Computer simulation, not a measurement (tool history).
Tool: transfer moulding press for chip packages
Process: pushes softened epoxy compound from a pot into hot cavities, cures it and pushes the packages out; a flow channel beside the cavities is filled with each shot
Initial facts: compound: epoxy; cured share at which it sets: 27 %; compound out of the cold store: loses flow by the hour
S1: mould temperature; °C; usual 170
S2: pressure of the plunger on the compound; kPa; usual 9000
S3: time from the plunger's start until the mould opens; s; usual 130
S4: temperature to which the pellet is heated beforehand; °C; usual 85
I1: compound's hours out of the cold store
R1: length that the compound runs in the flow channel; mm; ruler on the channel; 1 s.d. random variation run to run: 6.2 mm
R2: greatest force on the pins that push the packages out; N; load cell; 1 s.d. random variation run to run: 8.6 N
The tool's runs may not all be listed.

run	hour	S1	S2	S3	S4	I1	R1	R2
1	0	170	9000	130	85	39.6	571	498
# hour 14.1: mould's thermocouples calibrated
2	38.6	170	9000	130	85	22.1	646	546
# hour 56.9: cavities cleaned with cleaning compound and waxed
3	67.3	170	9000	130	85	37.2	583	676
4	96.4	170	9000	130	85	18.8	647	662
5	129	170	9000	130	85	33.8	585	644
6	154.1	170	9000	130	85	45.2	547	646
# hour 160.5: cavities cleaned with cleaning compound and waxed
7	176.8	170	9000	130	85	45.4	540	410
8	208	170	9000	130	85	12.8	663	508
9	235.7	170	9000	130	85	36.2	560	525
10	257.2	170	9000	124	85	35.3	558	576
# hour 265.6: cavities cleaned with cleaning compound and waxed
# hour 273.7: cavities cleaned with cleaning compound and waxed, once more
11	302.7	170	9000	130	85	39.3	550	453
12	339.4	170	9000	130	85	23.3	605	530
13	365.3	170	9000	130	85	13.6	648	553
# hour 378.9: cavities cleaned with cleaning compound and waxed
14	393.4	170	9000	130	95	16.7	624	407
15	419.1	170	9000	122	85	11.9	645	497
16	456	170	9000	122	85	19	611	562
# hour 482.8: cavities cleaned with cleaning compound and waxed
17	491.7	168	6840	158	85	15.9	541	404
18	516.8	166	9890	130	85	33.5	590	512
19	560.7	166	6980	119	92	27.4	504	666
# hour 585.6: plunger's sealing rings changed
# hour 589.5: cavities cleaned with cleaning compound and waxed
20	604	170	9000	122	84	29.3	606	451

Forecast run 21:
21	626.9	173	8310	157	93	28.8	?	?

{"run 21": {"R1": 583, "R2": 463}}
With no hidden state in the tool, this same run would have given R1 588 mm, R2 363 N.
